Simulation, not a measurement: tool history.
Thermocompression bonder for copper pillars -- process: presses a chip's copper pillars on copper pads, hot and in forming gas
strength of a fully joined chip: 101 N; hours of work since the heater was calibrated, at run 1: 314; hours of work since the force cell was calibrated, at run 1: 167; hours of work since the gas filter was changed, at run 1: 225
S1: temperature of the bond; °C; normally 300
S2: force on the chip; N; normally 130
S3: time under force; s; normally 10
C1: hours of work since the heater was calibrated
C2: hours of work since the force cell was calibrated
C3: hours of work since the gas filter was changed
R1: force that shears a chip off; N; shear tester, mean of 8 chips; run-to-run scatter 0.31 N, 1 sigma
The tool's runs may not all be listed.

run 1 hour=0.0 | S1=300 S2=130 S3=10 | C1=314 C2=167 C3=225 | R1=64.3
run 2 hour=29.3 | S1=300 S2=130 S3=10 | C1=326 C2=179 C3=237 | R1=64.1
-- hour=46.7 forming gas filter changed
run 3 hour=55.0 | S1=300 S2=130 S3=10 | C1=336 C2=189 C3=3 | R1=69.5
run 4 hour=78.8 | S1=300 S2=130 S3=10 | C1=346 C2=199 C3=13 | R1=69.4
run 5 hour=115.0 | S1=300 S2=130 S3=13 | C1=360 C2=213 C3=28 | R1=73.8
run 6 hour=164.1 | S1=300 S2=130 S3=10 | C1=380 C2=233 C3=48 | R1=68.0
run 7 hour=196.4 | S1=300 S2=130 S3=10 | C1=393 C2=246 C3=61 | R1=68.1
run 8 hour=218.4 | S1=300 S2=130 S3=10 | C1=402 C2=255 C3=70 | R1=68.5
run 9 hour=247.0 | S1=300 S2=130 S3=6 | C1=414 C2=267 C3=81 | R1=58.6
run 10 hour=298.4 | S1=300 S2=130 S3=6 | C1=435 C2=288 C3=102 | R1=58.4
run 11 hour=326.2 | S1=300 S2=130 S3=10 | C1=446 C2=299 C3=113 | R1=67.9
run 12 hour=366.8 | S1=300 S2=130 S3=10 | C1=462 C2=315 C3=130 | R1=67.1
run 13 hour=415.2 | S1=300 S2=130 S3=10 | C1=482 C2=335 C3=150 | R1=66.0
run 14 hour=445.7 | S1=322 S2=130 S3=10 | C1=495 C2=347 C3=162 | R1=74.9
run 15 hour=483.3 | S1=322 S2=130 S3=10 | C1=510 C2=363 C3=177 | R1=74.8
run 16 hour=510.7 | S1=300 S2=188 S3=10 | C1=521 C2=374 C3=188 | R1=73.5
run 17 hour=537.7 | S1=300 S2=130 S3=10 | C1=532 C2=385 C3=199 | R1=65.9
run 18 hour=579.2 | S1=300 S2=130 S3=10 | C1=549 C2=402 C3=216 | R1=65.0
run 19 hour=632.3 | S1=300 S2=95 S3=29 | C1=570 C2=423 C3=238 | R1=74.6
-- hour=650.6 forming gas filter changed
run 20 hour=657.1 | S1=300 S2=130 S3=22 | C1=580 C2=433 C3=3 | R1=83.3
run 21 hour=702.4 | S1=271 S2=130 S3=22 | C1=598 C2=451 C3=21 | R1=69.7
-- hour=707.7 heater calibrated with a thermocouple chip
run 22 hour=734.9 | S1=271 S2=130 S3=22 | C1=11 C2=464 C3=33 | R1=70.4
run 23 hour=771.0 | S1=297 S2=90 S3=7 | C1=26 C2=478 C3=48 | R1=53.5
run 24 hour=798.8 | S1=318 S2=90 S3=10 | C1=37 C2=490 C3=59 | R1=68.5
run 25 hour=835.5 | S1=299 S2=120 S3=25 | C1=52 C2=505 C3=74 | R1=81.7
run 26 hour=878.2 | S1=299 S2=141 S3=25 | C1=69 C2=522 C3=92 | R1=85.5
run 27 hour=909.1 | S1=299 S2=141 S3=25 | C1=82 C2=534 C3=104 | R1=84.9
-- hour=944.4 heater calibrated with a thermocouple chip, once more
run 28 hour=949.7 | S1=307 S2=83 S3=10 | C1=2 C2=550 C3=120 | R1=59.2
run 29 hour=1001.0 | S1=274 S2=147 S3=11 | C1=23 C2=571 C3=141 | R1=58.9
run 30 hour=1029.8 | S1=274 S2=147 S3=11 | C1=35 C2=583 C3=152 | R1=58.8
run 31 hour=1061.7 | S1=274 S2=147 S3=11 | C1=48 C2=596 C3=165 | R1=58.6
run 32 hour=1086.9 | S1=274 S2=147 S3=11 | C1=58 C2=606 C3=175 | R1=58.1
run 33 hour=1115.0 | S1=309 S2=130 S3=6 | C1=69 C2=617 C3=187 | R1=61.1
run 34 hour=1162.6 | S1=313 S2=130 S3=24 | C1=89 C2=637 C3=206 | R1=82.4

Hidden state or all else? Some run-to-run changes of R1, split into what the settings, what came in and random variation would give without the hidden state, and what is left for the hidden state (with any gauge scatter that isn't in both results):
The tool's hidden condition here consists of: true temperature of the bond over the reading, C; force that reaches the chip, % of what is set; oxide that the forming gas leaves, % of the face; drift of the gauge itself on shear_n, %.
Run 2 -> 3: forming gas filter changed. R1 +5.4 N: hidden state +5.5, all else -0.1.
Run 19 -> 20: S2 95 -> 130, S3 29 -> 22, forming gas filter changed. R1 +8.7 N: hidden state +6.5, all else +2.2.
Run 22 -> 23: S1 271 -> 297, S2 130 -> 90, S3 22 -> 7. R1 -16.9 N: hidden state -0.3, all else -16.6.
Run 27 -> 28: S1 299 -> 307, S2 141 -> 83, S3 25 -> 10, heater calibrated with a thermocouple chip, once more. R1 -25.7 N: hidden state -0.5, all else -25.2.
Run 33 -> 34: S1 309 -> 313, S3 6 -> 24. R1 +21.3 N: hidden state -2.5, all else +23.8.
